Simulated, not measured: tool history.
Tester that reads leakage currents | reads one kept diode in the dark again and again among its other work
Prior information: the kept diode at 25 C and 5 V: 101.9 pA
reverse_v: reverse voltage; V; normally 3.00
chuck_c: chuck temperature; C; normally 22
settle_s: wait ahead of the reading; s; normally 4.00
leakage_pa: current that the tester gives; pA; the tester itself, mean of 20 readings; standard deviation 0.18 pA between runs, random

run    hour  reverse_v  chuck_c  settle_s  leakage_pa
  1     0.0       3.00       22      4.00       58.12
  2    62.4       3.00       22      4.00       58.61
  3    98.7       3.00       22      4.00       58.66
  4   152.1       3.00       22      4.00       59.00
  5   228.0       3.00       22      4.00       58.71
  6   269.1       3.00       22      4.00       59.27
  7   303.2       3.00       22      4.00       59.17
  8   349.7       9.08       22      4.00      113.82
  9   412.0       3.00       22      4.00       59.43
 10   448.0       3.00       22      4.00       59.18
 11   482.0       3.00       22      3.28       59.64
 12   530.7       3.00       22      3.28       59.74
 13   568.7       3.00       22      3.28       59.89
 14   635.9       3.00       51      3.28      727.00
      673.0  -- probe card cleaned and baked
 15   711.4       3.00       51      2.71      723.64
 16   771.8       3.00       22      4.00       58.91
 17   835.7       3.00       22      4.00       59.22
 18   911.7       3.00       40      4.00      299.68
 19   981.6       3.00       22      4.00       59.56
 20  1021.5       3.00       49      4.00      628.35
 21  1054.0       1.55       49      3.55      428.65
 22  1096.8       1.52       22      0.33       40.80
 23  1145.8       1.52       22      0.33       40.85
 24  1220.6       3.40       44      4.00      451.78
     1264.1  -- chuck's temperature calibrated
 25  1290.8       3.40       44      4.00      441.39
 26  1355.4       3.40       40      4.00      318.05
 27  1430.3       6.80       33      4.99      258.20
 28  1506.6       4.37       22      4.00       73.70
 29  1539.2       1.22       28      8.16       61.14
 30  1611.1       1.22       28      8.16       62.05
 31  1673.7       1.22       53      9.83      509.28
 32  1725.7       1.22       53      9.83      510.66
 33  1782.1       2.34       22      4.00       51.83
 34  1828.8       3.21       21      4.54       57.08
 35  1865.7       4.29       22      0.34       74.99
 36  1940.7       3.95       54      2.47     1092.69
 37  1972.6       1.00       25      0.66       42.67
 38  2007.1      17.33       22      5.99      168.71
 39  2051.0      13.87       24      2.29      179.42
 40  2096.6       1.87       39      5.96      211.43

What if the next run were any one of these 4? Each begins from the tool's condition after run 40:
  A  2145.6       3.00       22      5.29           ?
  B  2145.6       9.44       22      4.00           ?
  C  2145.6       1.87       22      5.96           ?
  D  2145.6       3.00       22      2.33           ?

run  leakage_pa
  A       60.92
  B      118.98
  C       46.58
  D       61.24
The same runs, with their run-to-run variation unchanged, on a tool lacking any hidden condition would have given:
run  leakage_pa
  A       57.17
  B      110.62
  C       43.83
  D       57.47
